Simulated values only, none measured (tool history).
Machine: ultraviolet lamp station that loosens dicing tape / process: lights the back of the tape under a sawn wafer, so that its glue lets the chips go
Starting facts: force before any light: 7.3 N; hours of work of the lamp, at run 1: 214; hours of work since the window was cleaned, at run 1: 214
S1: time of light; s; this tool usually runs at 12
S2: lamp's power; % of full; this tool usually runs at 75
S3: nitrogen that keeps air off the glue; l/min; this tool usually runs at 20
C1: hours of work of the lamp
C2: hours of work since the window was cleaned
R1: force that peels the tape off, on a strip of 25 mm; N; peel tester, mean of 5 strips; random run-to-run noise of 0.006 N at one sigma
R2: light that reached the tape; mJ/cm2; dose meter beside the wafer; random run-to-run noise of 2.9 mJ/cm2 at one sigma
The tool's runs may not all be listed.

run,hour,S1,S2,S3,C1,C2,R1,R2
1,0.0,12,75,20,214,214,0.220,361
2,35.8,12,95,20,232,232,0.151,460
3,64.4,12,95,20,246,246,0.143,453
4,84.5,12,95,20,256,256,0.146,449
5,129.0,12,95,20,278,278,0.139,444
6,156.6,12,95,20,292,292,0.151,443
7,175.6,12,63,20,302,302,0.367,288
8,195.3,12,63,20,311,311,0.389,290
9,222.8,12,63,20,325,325,0.388,290
10,262.5,12,63,20,345,345,0.413,285
11,299.2,10,75,20,363,363,0.431,281
12,336.8,10,75,20,382,382,0.443,279
13,360.3,10,75,20,393,393,0.437,275
14,392.9,12,75,8,410,410,0.634,330
15,412.1,12,75,8,419,419,0.663,320
16,453.2,12,75,8,440,440,0.669,322
17,474.5,12,93,8,450,450,0.425,395
18,493.2,12,93,8,459,459,0.422,391
19,520.5,12,93,8,473,473,0.401,384
20,541.5,12,75,20,483,483,0.324,315
21,582.4,12,75,20,504,504,0.338,306
22,602.7,12,75,20,514,514,0.337,306
23,646.5,12,75,20,536,536,0.363,300
24,675.1,12,75,20,550,550,0.380,295
25,705.3,10,60,37,565,565,0.626,197
26,723.5,24,61,21,574,574,0.131,471
27,743.8,9,95,28,584,584,0.352,278
28,769.6,12,79,8,597,597,0.745,300
29,788.9,12,79,8,606,606,0.759,302
30,829.4,12,91,25,627,627,0.228,340
31,853.7,7,91,15,639,639,1.091,199
32,882.4,22,62,15,653,653,0.200,418
33,904.3,18,80,24,664,664,0.133,440
# hour 916.8: window cleaned of glue's vapour
# hour 932.6: lamp changed
34,938.2,22,62,20,3,10,0.109,605

Expected results for the next run?
35,981.3,22,62,20,24,32,?,?

{"run 35": {"R1": 0.097, "R2": 595}}
With the hidden condition absent and the run-to-run variation left alone, this run would have shown R1 0.095 N, R2 619 mJ/cm2.
